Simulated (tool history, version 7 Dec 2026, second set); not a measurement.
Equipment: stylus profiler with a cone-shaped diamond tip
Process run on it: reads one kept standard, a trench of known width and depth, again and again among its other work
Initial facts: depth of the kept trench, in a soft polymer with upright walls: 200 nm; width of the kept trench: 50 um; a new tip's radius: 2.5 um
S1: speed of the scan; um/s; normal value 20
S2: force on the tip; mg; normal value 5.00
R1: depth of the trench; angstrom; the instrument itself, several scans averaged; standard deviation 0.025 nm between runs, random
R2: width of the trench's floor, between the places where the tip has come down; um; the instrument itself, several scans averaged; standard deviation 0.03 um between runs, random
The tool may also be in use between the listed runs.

{"run": 1, "day": 0.0, "S1": 20, "S2": 5.0, "R1": 2026.0, "R2": 47.91}
{"run": 2, "day": 1.425, "S1": 20, "S2": 5.0, "R1": 2025.8, "R2": 47.85}
{"run": 3, "day": 3.133, "S1": 20, "S2": 5.0, "R1": 2026.4, "R2": 47.84}
{"run": 4, "day": 4.562, "S1": 20, "S2": 5.0, "R1": 2026.2, "R2": 47.93}
{"run": 5, "day": 5.662, "S1": 20, "S2": 5.0, "R1": 2026.3, "R2": 47.8}
{"run": 6, "day": 7.692, "S1": 20, "S2": 5.0, "R1": 2025.9, "R2": 47.82}
{"run": 7, "day": 9.483, "S1": 20, "S2": 5.0, "R1": 2026.1, "R2": 47.84}
{"run": 8, "day": 10.846, "S1": 20, "S2": 5.0, "R1": 2026.0, "R2": 47.79}
{"run": 9, "day": 12.862, "S1": 20, "S2": 5.0, "R1": 2026.9, "R2": 47.78}
{"day": 13.125, "done": "height scale calibrated on a step standard"}
{"run": 10, "day": 14.575, "S1": 21, "S2": 5.0, "R1": 2027.0, "R2": 47.78}
{"run": 11, "day": 15.804, "S1": 20, "S2": 2.73, "R1": 2017.9, "R2": 47.75}
{"run": 12, "day": 18.158, "S1": 20, "S2": 2.73, "R1": 2018.3, "R2": 47.73}
{"run": 13, "day": 20.529, "S1": 8, "S2": 5.0, "R1": 2027.4, "R2": 47.77}
{"run": 14, "day": 21.7, "S1": 25, "S2": 6.84, "R1": 2033.0, "R2": 47.77}
{"run": 15, "day": 23.921, "S1": 7, "S2": 5.0, "R1": 2026.9, "R2": 47.72}
{"run": 16, "day": 25.233, "S1": 55, "S2": 10.22, "R1": 2043.2, "R2": 47.67}
{"run": 17, "day": 27.529, "S1": 16, "S2": 1.74, "R1": 2014.4, "R2": 47.64}

Expected results for the next run?
{"day": 28.046, "done": "height scale calibrated on a step standard, once more"}
{"run": 18, "day": 28.933, "S1": 16, "S2": 1.74, "R1": "?", "R2": "?"}

{"run 18": {"R1": 2014.1, "R2": 47.71}}
Take away the tool's hidden state, keep the run-to-run variation as it was, and the same run would have given R1 2012.7 angstrom, R2 48.02 um.
